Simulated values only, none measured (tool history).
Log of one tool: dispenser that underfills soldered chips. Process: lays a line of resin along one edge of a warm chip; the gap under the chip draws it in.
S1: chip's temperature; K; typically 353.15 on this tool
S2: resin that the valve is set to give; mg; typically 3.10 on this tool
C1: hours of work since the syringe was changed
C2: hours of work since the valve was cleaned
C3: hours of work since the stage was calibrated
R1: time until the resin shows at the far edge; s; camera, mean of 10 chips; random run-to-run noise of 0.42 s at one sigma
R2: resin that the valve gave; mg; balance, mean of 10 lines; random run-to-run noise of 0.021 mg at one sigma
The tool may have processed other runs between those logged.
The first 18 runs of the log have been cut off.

run,day,S1,S2,C1,C2,C3,R1,R2
# day 6.904: new syringe of resin
19,6.904,343.15,3.61,0,126,182,38.8,3.33
# day 7.221: dispensing valve cleaned and set on the balance
20,7.408,343.15,3.61,9,3,190,58.4,3.60
# day 7.500: new syringe of resin
21,7.692,368.15,3.61,4,9,195,21.9,3.57
# day 8.046: new syringe of resin
22,8.079,368.15,3.61,1,15,202,19.6,3.58
23,8.388,368.15,3.61,6,21,208,25.6,3.58
# day 8.608: new syringe of resin
24,8.758,341.15,3.61,3,28,215,48.3,3.56
25,9.108,352.15,2.93,9,34,221,47.2,2.89
# day 9.142: new syringe of resin
26,9.396,339.15,2.93,5,40,226,57.7,2.83
# day 9.700: new syringe of resin
27,9.850,339.15,2.93,3,48,235,52.9,2.84
28,10.204,356.15,3.35,9,54,241,41.5,3.25
# day 10.242: new syringe of resin
29,10.708,356.15,3.35,9,63,250,38.4,3.20
# day 10.804: new syringe of resin
30,11.179,365.15,3.95,7,72,259,28.4,3.79
# day 11.342: new syringe of resin
31,11.392,355.15,3.62,1,76,263,29.1,3.50
32,11.812,340.15,3.44,9,84,270,65.9,3.27
# day 11.883: new syringe of resin
33,12.225,339.15,3.07,6,91,278,62.1,2.92
# day 12.425: new syringe of resin
34,12.462,351.15,3.66,1,95,282,31.9,3.44
35,12.779,342.15,3.22,7,101,288,56.8,3.03

4 options for the next run, each taken on its own from the tool as it stands now. Forecast them:
# day 12.975: new syringe of resin
A,13.258,354.15,3.22,5,110,297,?,?
# day 12.975: new syringe of resin
B,13.258,343.15,3.10,5,110,297,?,?
# day 12.975: new syringe of resin
C,13.258,353.15,3.71,5,110,297,?,?
# day 12.975: new syringe of resin
D,13.258,363.15,3.27,5,110,297,?,?

run,R1,R2
A,37.6,3.04
B,52.1,2.89
C,37.2,3.48
D,28.4,3.04
The same runs, with their run-to-run variation unchanged, on a tool lacking any hidden condition would have given:
run,R1,R2
A,29.4,3.25
B,40.7,3.09
C,29.1,3.71
D,22.2,3.25

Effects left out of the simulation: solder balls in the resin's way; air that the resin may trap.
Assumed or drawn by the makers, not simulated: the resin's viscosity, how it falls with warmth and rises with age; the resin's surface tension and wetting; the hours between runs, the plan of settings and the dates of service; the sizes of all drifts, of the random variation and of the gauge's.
